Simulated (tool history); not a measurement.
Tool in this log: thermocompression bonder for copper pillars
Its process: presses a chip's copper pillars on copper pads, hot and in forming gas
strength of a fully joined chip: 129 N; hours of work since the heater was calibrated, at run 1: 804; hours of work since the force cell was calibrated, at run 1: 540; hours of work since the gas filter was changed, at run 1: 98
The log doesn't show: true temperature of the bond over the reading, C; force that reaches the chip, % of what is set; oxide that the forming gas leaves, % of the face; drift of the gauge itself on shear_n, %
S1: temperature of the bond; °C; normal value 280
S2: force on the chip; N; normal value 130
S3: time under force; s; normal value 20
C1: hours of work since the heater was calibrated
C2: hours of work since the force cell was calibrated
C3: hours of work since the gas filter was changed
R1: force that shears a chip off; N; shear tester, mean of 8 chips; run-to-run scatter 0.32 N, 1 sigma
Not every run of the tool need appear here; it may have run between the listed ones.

Run 1, day 0: usual settings; C1 804; C2 540; C3 98. Result: R1 54.7 N.
Run 2, day 1.333: usual settings; C1 818; C2 555; C3 112. Result: R1 55 N.
Run 3, day 3.512: usual settings but S2 158 N; C1 842; C2 578; C3 135. Result: R1 64.7 N.
At day 4.738: heater calibrated with a thermocouple chip.
Run 4, day 5.308: usual settings but S2 158 N; C1 6; C2 597; C3 154. Result: R1 68.3 N.
Run 5, day 6.896: usual settings but S2 158 N; C1 23; C2 614; C3 171. Result: R1 68.2 N.
At day 9.296: heater calibrated with a thermocouple chip, once more.
Run 6, day 9.412: usual settings but S3 18 s; C1 1; C2 640; C3 197. Result: R1 46.8 N.
At day 11.242: forming gas filter changed.
Run 7, day 11.662: usual settings but S3 18 s; C1 25; C2 664; C3 5. Result: R1 48.5 N.
Run 8, day 12.754: usual settings; C1 37; C2 676; C3 16. Result: R1 50.6 N.
Run 9, day 14.933: usual settings but S1 251 °C; C1 60; C2 699; C3 40. Result: R1 31.2 N.
Run 10, day 17.417: usual settings but S1 251 °C; C1 87; C2 726; C3 66. Result: R1 31 N.
Run 11, day 18.462: usual settings; C1 98; C2 737; C3 78. Result: R1 50.4 N.
Run 12, day 20.825: usual settings; C1 124; C2 762; C3 103. Result: R1 49.7 N.
Run 13, day 22.146: usual settings; C1 138; C2 777; C3 117. Result: R1 50.2 N.
Run 14, day 24.104: usual settings but S1 263 °C; C1 159; C2 798; C3 138. Result: R1 38.2 N.
Run 15, day 25.175: usual settings but S1 263 °C; C1 170; C2 809; C3 150. Result: R1 37.7 N.
Run 16, day 26.308: usual settings but S1 263 °C; C1 183; C2 821; C3 162. Result: R1 38.1 N.
Run 17, day 28.025: usual settings but S1 263 °C; C1 201; C2 840; C3 180. Result: R1 38.2 N.
Run 18, day 30.279: usual settings but S1 263 °C; C1 225; C2 864; C3 205. Result: R1 38 N.
At day 31.358: forming gas filter changed.
Run 19, day 32.717: usual settings but S1 252 °C, S3 22 s; C1 251; C2 890; C3 15. Result: R1 34.2 N.
Run 20, day 33.929: usual settings but S1 273 °C, S2 90 N, S3 33 s; C1 264; C2 903; C3 28. Result: R1 39.8 N.
Run 21, day 35.596: usual settings but S3 11 s; C1 282; C2 921; C3 46. Result: R1 41 N.
Run 22, day 38.071: usual settings but S3 55 s; C1 309; C2 948; C3 72. Result: R1 74.6 N.
Run 23, day 39.558: usual settings but S1 297 °C, S3 44 s; C1 325; C2 964; C3 88. Result: R1 83.6 N.
Run 24, day 40.629: usual settings but S1 297 °C, S2 91 N, S3 26 s; C1 336; C2 975; C3 100. Result: R1 51.9 N.
Run 25, day 43.017: usual settings but S1 292 °C, S2 171 N, S3 55 s; C1 362; C2 1001; C3 125. Result: R1 99.1 N.
Run 26, day 44.408: usual settings but S1 292 °C, S2 171 N, S3 55 s; C1 377; C2 1016; C3 140. Result: R1 98.7 N.
Run 27, day 45.6: usual settings but S1 299 °C, S2 98 N, S3 55 s; C1 390; C2 1028; C3 153. Result: R1 73.1 N.
Run 28, day 47.25: usual settings but S1 299 °C, S2 98 N, S3 55 s; C1 408; C2 1046; C3 171. Result: R1 73.2 N.
Run 29, day 49.092: usual settings but S1 258 °C; C1 427; C2 1066; C3 191. Result: R1 36.6 N.
Run 30, day 50.788: usual settings but S1 258 °C, S3 31 s; C1 446; C2 1084; C3 209. Result: R1 43.5 N.
At day 51.612: forming gas filter changed.
Run 31, day 52.996: usual settings but S1 292 °C, S2 82 N, S3 16 s; C1 469; C2 1108; C3 15. Result: R1 36.6 N.
Run 32, day 55.275: usual settings but S1 292 °C, S2 81 N, S3 16 s; C1 494; C2 1132; C3 39. Result: R1 36.1 N.
Run 33, day 56.308: usual settings but S1 292 °C, S2 81 N, S3 16 s; C1 505; C2 1143; C3 50. Result: R1 36.6 N.
Run 34, day 57.496: usual settings but S1 292 °C, S2 81 N, S3 16 s; C1 517; C2 1156; C3 63. Result: R1 36.6 N.
Run 35, day 59.442: usual settings but S1 277 °C, S2 91 N, S3 34 s; C1 538; C2 1177; C3 84. Result: R1 45 N.

Selected run-to-run steps in R1, each split into two signed amounts: the part the tool would show with no hidden state at all (from settings, incoming material and random variation), and the remainder, which goes to the hidden state together with any gauge scatter not common to the measured and the hidden-state-free results:
Run 3 -> 4: heater calibrated with a thermocouple chip. R1 +3.6 N: hidden state +3.1, all else +0.5.
Run 5 -> 6: S2 158 -> 130, S3 20 -> 18, heater calibrated with a thermocouple chip, once more. R1 -21.4 N: hidden state -9.6, all else -11.8.
Run 6 -> 7: forming gas filter changed. R1 +1.7 N: hidden state +2.3, all else -0.6.
Run 21 -> 22: S3 11 -> 55. R1 +33.6 N: hidden state +0.6, all else +33.
Run 24 -> 25: S1 297 -> 292, S2 91 -> 171, S3 26 -> 55. R1 +47.2 N: hidden state -1.4, all else +48.6.
Run 28 -> 29: S1 299 -> 258, S2 98 -> 130, S3 55 -> 20. R1 -36.6 N: hidden state +0.2, all else -36.8.

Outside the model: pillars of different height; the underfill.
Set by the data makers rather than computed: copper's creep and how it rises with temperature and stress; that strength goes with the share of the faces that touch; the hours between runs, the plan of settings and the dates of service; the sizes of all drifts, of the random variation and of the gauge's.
